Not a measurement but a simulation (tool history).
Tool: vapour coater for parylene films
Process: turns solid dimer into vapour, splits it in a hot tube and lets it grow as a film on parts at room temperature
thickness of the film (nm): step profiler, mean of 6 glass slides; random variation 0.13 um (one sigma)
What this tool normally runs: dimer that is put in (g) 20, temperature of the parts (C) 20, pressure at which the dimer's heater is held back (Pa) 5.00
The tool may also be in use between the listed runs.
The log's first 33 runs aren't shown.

| run | hour | dimer that is put in (g) | temperature of the parts (C) | pressure at which the dimer's heater is held back (Pa) | thickness of the film (nm) |
|---|---|---|---|---|---|
| 34 | 615.7 | 20 | 22 | 6.75 | 13310 |
| 35 | 626.5 | 10 | 20 | 5.00 | 7400 |
| 36 | 644.3 | 20 | 23 | 5.00 | 13470 |
| 37 | 655.3 | 20 | 23 | 5.00 | 13400 |
| 38 | 666.8 | 18 | 21 | 6.18 | 12340 |
| 39 | 680.6 | 18 | 21 | 6.18 | 12200 |
| 40 | 706.2 | 18 | 21 | 6.18 | 12370 |
| 41 | 728.1 | 28 | 20 | 9.63 | 18230 |
| 42 | 750.0 | 28 | 31 | 8.07 | 13220 |
| 43 | 761.8 | 28 | 31 | 8.07 | 13250 |

4 ways to go on from here, each from the tool as it stands after run 43. What would each give?
| A | 783.0 | 13 | 31 | 8.07 | ? |
| B | 783.0 | 20 | 20 | 5.73 | ? |
| C | 783.0 | 33 | 29 | 4.00 | ? |
| D | 783.0 | 30 | 31 | 2.22 | ? |

| run | thickness of the film (nm) |
|---|---|
| A | 6150 |
| B | 14130 |
| C | 18480 |
| D | 17630 |
Stripped of hidden state, with their random variation kept, the same runs would have yielded:
| run | thickness of the film (nm) |
|---|---|
| A | 6620 |
| B | 15200 |
| C | 19890 |
| D | 18970 |

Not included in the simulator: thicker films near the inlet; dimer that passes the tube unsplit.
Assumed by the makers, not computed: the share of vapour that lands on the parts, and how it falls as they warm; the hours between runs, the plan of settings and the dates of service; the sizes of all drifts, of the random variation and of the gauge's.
